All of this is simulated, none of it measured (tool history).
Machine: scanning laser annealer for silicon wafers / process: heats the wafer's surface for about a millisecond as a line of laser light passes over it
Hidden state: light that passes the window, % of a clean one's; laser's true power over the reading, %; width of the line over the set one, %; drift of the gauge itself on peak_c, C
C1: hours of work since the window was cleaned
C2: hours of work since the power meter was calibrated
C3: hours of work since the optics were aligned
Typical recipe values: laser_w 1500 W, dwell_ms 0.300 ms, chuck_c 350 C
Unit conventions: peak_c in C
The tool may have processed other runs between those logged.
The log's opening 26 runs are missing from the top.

{"run": 27, "hour": 852.6, "laser_w": 1500, "dwell_ms": 0.365, "chuck_c": 367, "C1": 460, "C2": 1735, "C3": 1169, "peak_c": 1218}
{"run": 28, "hour": 879.7, "laser_w": 1275, "dwell_ms": 0.247, "chuck_c": 364, "C1": 479, "C2": 1753, "C3": 1187, "peak_c": 967}
{"run": 29, "hour": 902.2, "laser_w": 1478, "dwell_ms": 0.213, "chuck_c": 377, "C1": 494, "C2": 1768, "C3": 1202, "peak_c": 1032}
{"run": 30, "hour": 938.3, "laser_w": 1336, "dwell_ms": 0.3, "chuck_c": 350, "C1": 519, "C2": 1793, "C3": 1227, "peak_c": 1040}
{"run": 31, "hour": 967.9, "laser_w": 1397, "dwell_ms": 0.213, "chuck_c": 350, "C1": 539, "C2": 1813, "C3": 1247, "peak_c": 966}
{"run": 32, "hour": 1011.6, "laser_w": 1397, "dwell_ms": 0.213, "chuck_c": 350, "C1": 569, "C2": 1843, "C3": 1277, "peak_c": 968}
{"run": 33, "hour": 1057.0, "laser_w": 1397, "dwell_ms": 0.317, "chuck_c": 350, "C1": 600, "C2": 1874, "C3": 1308, "peak_c": 1084}
{"hour": 1067.5, "done": "window over the wafer cleaned"}
{"run": 34, "hour": 1080.1, "laser_w": 1373, "dwell_ms": 0.227, "chuck_c": 360, "C1": 9, "C2": 1888, "C3": 1322, "peak_c": 1003}
{"run": 35, "hour": 1114.9, "laser_w": 1373, "dwell_ms": 0.227, "chuck_c": 360, "C1": 32, "C2": 1912, "C3": 1346, "peak_c": 1006}
{"run": 36, "hour": 1134.5, "laser_w": 1451, "dwell_ms": 0.368, "chuck_c": 369, "C1": 46, "C2": 1926, "C3": 1360, "peak_c": 1212}
{"run": 37, "hour": 1156.7, "laser_w": 1462, "dwell_ms": 0.293, "chuck_c": 319, "C1": 61, "C2": 1941, "C3": 1375, "peak_c": 1087}
{"run": 38, "hour": 1202.6, "laser_w": 1462, "dwell_ms": 0.293, "chuck_c": 319, "C1": 92, "C2": 1972, "C3": 1406, "peak_c": 1084}
{"run": 39, "hour": 1233.1, "laser_w": 1398, "dwell_ms": 0.333, "chuck_c": 320, "C1": 113, "C2": 1993, "C3": 1427, "peak_c": 1093}
{"run": 40, "hour": 1252.5, "laser_w": 1286, "dwell_ms": 0.288, "chuck_c": 332, "C1": 126, "C2": 2006, "C3": 1440, "peak_c": 997}
{"run": 41, "hour": 1289.1, "laser_w": 1500, "dwell_ms": 0.261, "chuck_c": 350, "C1": 151, "C2": 2031, "C3": 1465, "peak_c": 1094}
{"run": 42, "hour": 1319.8, "laser_w": 1500, "dwell_ms": 0.261, "chuck_c": 350, "C1": 172, "C2": 2052, "C3": 1486, "peak_c": 1089}

Alternative continuations, all from the tool just after run 42; predict every row:
{"run": "A", "hour": 1353.9, "laser_w": 1367, "dwell_ms": 0.236, "chuck_c": 383, "C1": 195, "C2": 2075, "C3": 1509, "peak_c": "?"}
{"run": "B", "hour": 1353.9, "laser_w": 1619, "dwell_ms": 0.3, "chuck_c": 331, "C1": 195, "C2": 2075, "C3": 1509, "peak_c": "?"}
{"run": "C", "hour": 1353.9, "laser_w": 1500, "dwell_ms": 0.3, "chuck_c": 337, "C1": 195, "C2": 2075, "C3": 1509, "peak_c": "?"}

run=A peak_c=1026
run=B peak_c=1183
run=C peak_c=1126
With the hidden condition removed and each run's random variation left untouched, the same runs would have given:
run=A peak_c=1057
run=B peak_c=1224
run=C peak_c=1164

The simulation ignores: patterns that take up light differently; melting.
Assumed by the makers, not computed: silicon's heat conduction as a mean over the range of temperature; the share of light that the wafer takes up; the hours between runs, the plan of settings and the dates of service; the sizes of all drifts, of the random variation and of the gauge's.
